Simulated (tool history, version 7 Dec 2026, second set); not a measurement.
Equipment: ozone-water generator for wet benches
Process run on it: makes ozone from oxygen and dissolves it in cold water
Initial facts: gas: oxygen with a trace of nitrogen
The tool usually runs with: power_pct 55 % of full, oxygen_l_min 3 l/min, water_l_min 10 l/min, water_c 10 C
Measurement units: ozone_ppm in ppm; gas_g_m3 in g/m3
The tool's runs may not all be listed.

run	hour	power_pct	oxygen_l_min	water_l_min	water_c	ozone_ppm	gas_g_m3
1	0	55	3	10	10	14	118
2	123.1	55	1.81	10	10	13.9	164.3
3	256.2	55	3	10	10	13.9	119.8
4	374.9	55	3	10	10	14.1	118.7
5	443.4	55	3	10	10	13.9	118.8
6	509.8	55	3	10	10	13.8	118.1
7	637.3	55	1.83	10	10	13.8	160.1
# hour 706.2: water thermometer calibrated
8	734.6	55	1.7	10	10	13.7	167.9
9	882.4	55	1.7	10	10	13.4	167.6
10	986.4	55	1.7	10	10	13.5	166.5
11	1052.8	55	1.7	10	10	13.6	168.4
12	1188.9	55	3	10	10	13.5	117
13	1278.8	55	3	10	10	13.6	115.9
# hour 1352: contactor cleaned
14	1354.3	55	3	10	10	14.4	115.6
15	1450.5	55	3	10	10	14.3	116.3
16	1570.2	55	3	10	10	14.3	116
17	1655	55	3	10	9	14.5	116.5

What will run 18 give?
18	1795	55	3	10	9	?	?

{"run 18": {"ozone_ppm": 14.6, "gas_g_m3": 114.5}}
Without the tool's hidden state the same run would have given ozone_ppm 16.9 ppm, gas_g_m3 132 g/m3.
